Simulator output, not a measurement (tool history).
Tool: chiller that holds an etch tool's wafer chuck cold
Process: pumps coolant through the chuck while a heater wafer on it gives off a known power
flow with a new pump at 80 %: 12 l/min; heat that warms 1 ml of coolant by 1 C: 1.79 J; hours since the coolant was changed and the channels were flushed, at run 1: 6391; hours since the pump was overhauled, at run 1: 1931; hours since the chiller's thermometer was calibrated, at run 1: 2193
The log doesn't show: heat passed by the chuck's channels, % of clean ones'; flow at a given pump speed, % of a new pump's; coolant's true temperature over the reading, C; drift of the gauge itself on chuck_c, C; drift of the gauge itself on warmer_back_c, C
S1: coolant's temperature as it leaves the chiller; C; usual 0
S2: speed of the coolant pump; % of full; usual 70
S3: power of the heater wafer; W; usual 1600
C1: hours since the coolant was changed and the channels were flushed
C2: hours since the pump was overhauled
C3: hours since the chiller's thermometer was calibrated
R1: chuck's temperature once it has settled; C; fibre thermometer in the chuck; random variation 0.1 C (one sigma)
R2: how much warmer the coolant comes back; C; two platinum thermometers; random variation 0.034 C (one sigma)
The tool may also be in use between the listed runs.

run,day,S1,S2,S3,C1,C2,C3,R1,R2
1,0.000,0,70,1600,6391,1931,2193,21.4,5.30
2,8.671,0,70,1600,6599,2139,2402,21.7,5.31
# day 14.971: coolant changed, channels flushed
3,15.179,0,70,1600,5,2289,2552,17.2,5.27
4,21.188,0,70,1039,149,2433,2696,11.4,3.48
# day 23.404: chiller's thermometer calibrated
5,28.525,0,70,1039,324,2608,123,11.1,3.53
6,32.783,0,70,1039,427,2711,225,11.1,3.47
7,39.429,0,70,1039,586,2870,385,11.4,3.46
8,45.225,0,70,1039,725,3009,524,11.5,3.57
9,52.129,0,70,1600,891,3175,689,17.7,5.45
10,58.788,0,70,1600,1051,3335,849,18.1,5.51
11,66.088,1,70,1600,1226,3510,1024,19.2,5.46
12,72.358,0,86,1600,1376,3660,1175,15.8,4.52
13,77.958,0,70,1600,1511,3795,1309,18.4,5.56
14,83.738,0,70,1600,1649,3934,1448,18.6,5.58
15,88.904,0,70,1600,1773,4057,1572,18.8,5.64
16,96.425,0,70,1600,1954,4238,1752,18.9,5.59
17,105.683,0,70,1600,2176,4460,1975,19.0,5.67
18,113.850,0,93,1118,2372,4656,2171,11.1,3.00
19,120.675,0,93,1118,2536,4820,2334,11.3,2.97
20,128.729,0,93,1118,2729,5013,2528,11.5,3.04
21,133.912,4,87,2173,2854,5138,2652,27.1,6.36

Forecast run 22:
# day 137.396: chiller's thermometer calibrated
22,141.967,7,66,865,3046,5330,110,?,?

Run 22 gave R1 18.3 C, R2 3.35 C.
Without the tool's hidden state the same run would have given R1 16.3 C, R2 2.93 C.
